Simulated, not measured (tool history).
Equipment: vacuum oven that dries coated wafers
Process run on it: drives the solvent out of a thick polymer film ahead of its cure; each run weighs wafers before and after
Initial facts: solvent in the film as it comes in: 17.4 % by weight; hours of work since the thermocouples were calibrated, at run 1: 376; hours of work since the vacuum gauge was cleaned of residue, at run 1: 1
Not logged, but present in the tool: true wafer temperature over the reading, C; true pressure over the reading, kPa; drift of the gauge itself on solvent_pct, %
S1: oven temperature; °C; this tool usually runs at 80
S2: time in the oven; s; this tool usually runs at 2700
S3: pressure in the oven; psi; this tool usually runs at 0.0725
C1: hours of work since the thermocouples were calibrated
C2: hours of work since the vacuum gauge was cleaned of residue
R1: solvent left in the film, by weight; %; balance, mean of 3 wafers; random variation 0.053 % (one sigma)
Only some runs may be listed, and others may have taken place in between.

run,hour,S1,S2,S3,C1,C2,R1
1,0.0,80,2700,0.0725,376,1,1.99
2,97.2,80,2700,0.0725,447,71,2.05
3,202.3,80,2700,0.0373,523,147,1.99
4,316.4,80,2700,0.0373,605,230,2.02
5,438.0,82,2700,0.0725,693,318,1.75
6,557.7,80,2700,0.0725,780,404,2.34
7,669.0,80,2700,0.0725,860,485,2.55
8,741.2,80,2700,0.0725,912,537,2.44
9,822.1,80,2700,0.0725,971,596,2.60
10,882.4,80,2700,0.0725,1014,639,2.45
11,931.3,80,2700,0.0725,1050,675,2.56
12,1041.8,80,4740,0.0725,1130,755,1.11
13,1108.4,80,2700,0.0532,1178,803,2.70
14,1201.5,80,2700,0.0532,1245,870,2.79
15,1270.5,80,2700,0.0725,1295,920,2.86
16,1391.5,80,2700,0.0725,1383,1007,2.93
17,1487.0,80,2700,0.0725,1452,1076,3.02
18,1565.6,80,2700,0.0725,1508,1133,3.08
19,1631.2,80,2700,0.0725,1556,1181,3.01
# hour 1672.0: oven's thermocouples calibrated
20,1711.2,80,2700,0.0725,28,1237,1.92
21,1796.1,80,2700,0.0725,90,1299,1.92
22,1855.8,80,2700,0.0725,133,1342,1.98
23,1970.0,80,2700,0.0725,215,1424,1.93
24,2075.6,80,2700,0.0725,292,1501,2.08
25,2167.3,90,2700,0.1289,358,1567,0.82
26,2258.2,90,2700,0.1289,424,1633,0.72
# hour 2354.5: vacuum gauge cleaned of residue and calibrated
27,2354.5,75,2700,0.1173,492,0,3.66
28,2427.7,85,2400,0.0725,545,53,1.16
29,2546.9,93,1620,0.2743,632,139,1.16
30,2647.5,92,2700,0.0403,704,212,0.29
31,2727.7,93,2700,0.0725,762,270,0.36
32,2840.4,77,2820,0.0544,844,351,2.91
33,2951.0,80,3780,0.2081,924,431,1.84
34,3004.4,93,1740,0.0725,962,470,0.74
35,3118.1,93,1740,0.0725,1045,552,0.80
36,3177.2,93,1740,0.0725,1087,595,0.74
37,3229.6,81,3600,0.0395,1125,633,1.18
38,3345.0,86,2700,0.2516,1209,716,1.62
39,3464.9,92,3660,0.0891,1295,803,0.42
40,3546.8,92,3660,0.0891,1355,862,0.34
41,3615.6,86,3120,0.2573,1404,912,1.55

Per-run results on a tool with no hidden state, each run keeping its own random variation:
run,R1
1,1.61
2,1.61
3,1.50
4,1.44
5,1.19
6,1.60
7,1.71
8,1.58
9,1.66
10,1.50
11,1.56
12,0.55
13,1.56
14,1.60
15,1.61
16,1.61
17,1.64
18,1.62
19,1.53
20,1.63
21,1.59
22,1.61
23,1.49
24,1.57
25,0.51
26,0.38
27,3.27
28,0.95
29,0.97
30,0.21
31,0.27
32,2.20
33,1.34
34,0.45
35,0.47
36,0.39
37,0.62
38,1.06
39,0.24
40,0.14
41,0.99
